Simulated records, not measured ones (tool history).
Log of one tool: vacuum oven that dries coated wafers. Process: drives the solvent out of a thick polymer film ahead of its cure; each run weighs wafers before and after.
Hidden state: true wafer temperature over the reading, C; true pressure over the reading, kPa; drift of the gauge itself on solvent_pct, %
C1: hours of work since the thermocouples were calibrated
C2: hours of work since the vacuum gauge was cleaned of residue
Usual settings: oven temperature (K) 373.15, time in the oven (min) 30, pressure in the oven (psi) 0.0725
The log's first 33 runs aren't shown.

{"run": 34, "day": 21.488, "oven temperature (K)": 366.15, "time in the oven (min)": 52, "pressure in the oven (psi)": 0.1733, "C1": 607, "C2": 720, "solvent left in the film (%)": 1.88}
{"run": 35, "day": 21.954, "oven temperature (K)": 373.15, "time in the oven (min)": 25, "pressure in the oven (psi)": 0.1195, "C1": 616, "C2": 728, "solvent left in the film (%)": 2.43}
{"run": 36, "day": 22.333, "oven temperature (K)": 382.15, "time in the oven (min)": 48, "pressure in the oven (psi)": 0.0412, "C1": 623, "C2": 735, "solvent left in the film (%)": 0.12}
{"run": 37, "day": 22.967, "oven temperature (K)": 383.15, "time in the oven (min)": 30, "pressure in the oven (psi)": 0.098, "C1": 635, "C2": 747, "solvent left in the film (%)": 0.4}
{"run": 38, "day": 23.825, "oven temperature (K)": 384.15, "time in the oven (min)": 20, "pressure in the oven (psi)": 0.0806, "C1": 651, "C2": 763, "solvent left in the film (%)": 0.87}
{"run": 39, "day": 24.442, "oven temperature (K)": 384.15, "time in the oven (min)": 20, "pressure in the oven (psi)": 0.0806, "C1": 663, "C2": 775, "solvent left in the film (%)": 0.9}
{"run": 40, "day": 24.912, "oven temperature (K)": 372.15, "time in the oven (min)": 41, "pressure in the oven (psi)": 0.1906, "C1": 671, "C2": 783, "solvent left in the film (%)": 1.36}
{"run": 41, "day": 25.583, "oven temperature (K)": 385.15, "time in the oven (min)": 30, "pressure in the oven (psi)": 0.1298, "C1": 684, "C2": 796, "solvent left in the film (%)": 0.32}
{"run": 42, "day": 26.262, "oven temperature (K)": 374.15, "time in the oven (min)": 39, "pressure in the oven (psi)": 0.0451, "C1": 696, "C2": 809, "solvent left in the film (%)": 0.91}
{"run": 43, "day": 26.892, "oven temperature (K)": 373.15, "time in the oven (min)": 30, "pressure in the oven (psi)": 0.0371, "C1": 708, "C2": 820, "solvent left in the film (%)": 1.71}
{"run": 44, "day": 27.629, "oven temperature (K)": 372.15, "time in the oven (min)": 27, "pressure in the oven (psi)": 0.0445, "C1": 722, "C2": 834, "solvent left in the film (%)": 2.29}
{"run": 45, "day": 28.533, "oven temperature (K)": 373.15, "time in the oven (min)": 34, "pressure in the oven (psi)": 0.2167, "C1": 739, "C2": 851, "solvent left in the film (%)": 1.67}
{"run": 46, "day": 29.3, "oven temperature (K)": 367.15, "time in the oven (min)": 50, "pressure in the oven (psi)": 0.17, "C1": 753, "C2": 865, "solvent left in the film (%)": 1.78}
{"run": 47, "day": 29.954, "oven temperature (K)": 387.15, "time in the oven (min)": 21, "pressure in the oven (psi)": 0.145, "C1": 765, "C2": 877, "solvent left in the film (%)": 0.56}
{"run": 48, "day": 30.421, "oven temperature (K)": 373.15, "time in the oven (min)": 16, "pressure in the oven (psi)": 0.0725, "C1": 774, "C2": 886, "solvent left in the film (%)": 3.9}

3 ways to go on from here, each from the tool as it stands after run 48. What would each give?
{"run": "A", "day": 31.029, "oven temperature (K)": 367.15, "time in the oven (min)": 18, "pressure in the oven (psi)": 0.2631, "C1": 785, "C2": 898, "solvent left in the film (%)": "?"}
{"run": "B", "day": 31.029, "oven temperature (K)": 373.15, "time in the oven (min)": 31, "pressure in the oven (psi)": 0.0877, "C1": 785, "C2": 898, "solvent left in the film (%)": "?"}
{"run": "C", "day": 31.029, "oven temperature (K)": 367.15, "time in the oven (min)": 16, "pressure in the oven (psi)": 0.0866, "C1": 785, "C2": 898, "solvent left in the film (%)": "?"}

run=A solvent_left_in_the_film_(%)=5.3
run=B solvent_left_in_the_film_(%)=1.7
run=C solvent_left_in_the_film_(%)=5.45
Without the tool's hidden state the same runs would have given:
run=A solvent_left_in_the_film_(%)=5.31
run=B solvent_left_in_the_film_(%)=1.7
run=C solvent_left_in_the_film_(%)=5.46
